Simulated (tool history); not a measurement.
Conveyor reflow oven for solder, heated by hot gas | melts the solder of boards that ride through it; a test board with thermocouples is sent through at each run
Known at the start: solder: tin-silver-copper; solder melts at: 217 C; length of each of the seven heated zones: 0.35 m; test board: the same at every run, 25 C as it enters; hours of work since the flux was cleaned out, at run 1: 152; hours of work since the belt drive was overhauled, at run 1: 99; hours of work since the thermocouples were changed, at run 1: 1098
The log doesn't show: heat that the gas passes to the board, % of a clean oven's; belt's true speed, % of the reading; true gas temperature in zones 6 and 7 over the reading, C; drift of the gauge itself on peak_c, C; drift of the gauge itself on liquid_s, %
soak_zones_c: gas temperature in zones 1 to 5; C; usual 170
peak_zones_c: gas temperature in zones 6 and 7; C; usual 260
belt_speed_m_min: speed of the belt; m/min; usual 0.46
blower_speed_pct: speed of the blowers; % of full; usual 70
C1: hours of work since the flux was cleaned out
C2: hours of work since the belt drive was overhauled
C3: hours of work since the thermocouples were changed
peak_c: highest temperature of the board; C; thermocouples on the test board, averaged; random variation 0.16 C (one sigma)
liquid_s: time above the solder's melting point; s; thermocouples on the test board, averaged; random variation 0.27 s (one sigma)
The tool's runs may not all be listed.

Run 1, hour 0: usual settings; C1 152; C2 99; C3 1098. Result: peak_c 242.9 C, liquid_s 55.9 s.
Run 2, hour 65.7: usual settings; C1 180; C2 127; C3 1126. Result: peak_c 242.8 C, liquid_s 55.5 s.
Run 3, hour 99.1: usual settings but peak_zones_c 263 C; C1 195; C2 141; C3 1141. Result: peak_c 245.3 C, liquid_s 58.4 s.
Run 4, hour 136.8: usual settings; C1 211; C2 157; C3 1157. Result: peak_c 242.7 C, liquid_s 55.4 s.
Run 5, hour 199.3: usual settings; C1 237; C2 184; C3 1183. Result: peak_c 242.8 C, liquid_s 56 s.
Run 6, hour 250.7: usual settings but blower_speed_pct 50 % of full; C1 259; C2 206; C3 1205. Result: peak_c 233.2 C, liquid_s 38.3 s.
Run 7, hour 281.3: usual settings but belt_speed_m_min 0.496 m/min; C1 272; C2 219; C3 1218. Result: peak_c 239.8 C, liquid_s 47.4 s.
Run 8, hour 315.7: usual settings but soak_zones_c 180 C, belt_speed_m_min 0.499 m/min; C1 287; C2 233; C3 1233. Result: peak_c 241.9 C, liquid_s 53.4 s.
Run 9, hour 352.4: usual settings but soak_zones_c 180 C, belt_speed_m_min 0.499 m/min; C1 303; C2 249; C3 1249. Result: peak_c 242.1 C, liquid_s 53.7 s.
At hour 362.6: flux residue cleaned out of gas plates and filters.
Run 10, hour 405.9: usual settings but soak_zones_c 180 C, peak_zones_c 266 C, belt_speed_m_min 0.519 m/min, blower_speed_pct 59 % of full; C1 18; C2 270; C3 1269. Result: peak_c 239.6 C, liquid_s 45.9 s.
Run 11, hour 435.8: usual settings but soak_zones_c 161 C, belt_speed_m_min 0.395 m/min, blower_speed_pct 56 % of full; C1 31; C2 282; C3 1282. Result: peak_c 240.2 C, liquid_s 57 s.
Run 12, hour 497.9: usual settings but soak_zones_c 176 C, peak_zones_c 266 C, belt_speed_m_min 0.395 m/min, blower_speed_pct 76 % of full; C1 58; C2 309; C3 1309. Result: peak_c 255.2 C, liquid_s 83.9 s.
Run 13, hour 532.5: usual settings but soak_zones_c 176 C, peak_zones_c 266 C, belt_speed_m_min 0.395 m/min, blower_speed_pct 68 % of full; C1 72; C2 324; C3 1323. Result: peak_c 252.7 C, liquid_s 81.1 s.
Run 14, hour 583.8: usual settings but soak_zones_c 165 C, peak_zones_c 266 C, belt_speed_m_min 0.536 m/min, blower_speed_pct 68 % of full; C1 94; C2 345; C3 1345. Result: peak_c 238.1 C, liquid_s 38.4 s.

Some steps in peak_c between neighbouring runs. How much of each would the tool show without its hidden state too (settings, what came in, random variation), and how much is left for the hidden state, with any gauge scatter that isn't in both results?
Run 11 -> 12: soak_zones_c 161 -> 176, peak_zones_c 260 -> 266, blower_speed_pct 56 -> 76. peak_c +15 C: hidden state +0.1, all else +14.9.
Run 13 -> 14: soak_zones_c 176 -> 165, belt_speed_m_min 0.395 -> 0.536. peak_c -14.6 C: hidden state -1.4, all else -13.2.

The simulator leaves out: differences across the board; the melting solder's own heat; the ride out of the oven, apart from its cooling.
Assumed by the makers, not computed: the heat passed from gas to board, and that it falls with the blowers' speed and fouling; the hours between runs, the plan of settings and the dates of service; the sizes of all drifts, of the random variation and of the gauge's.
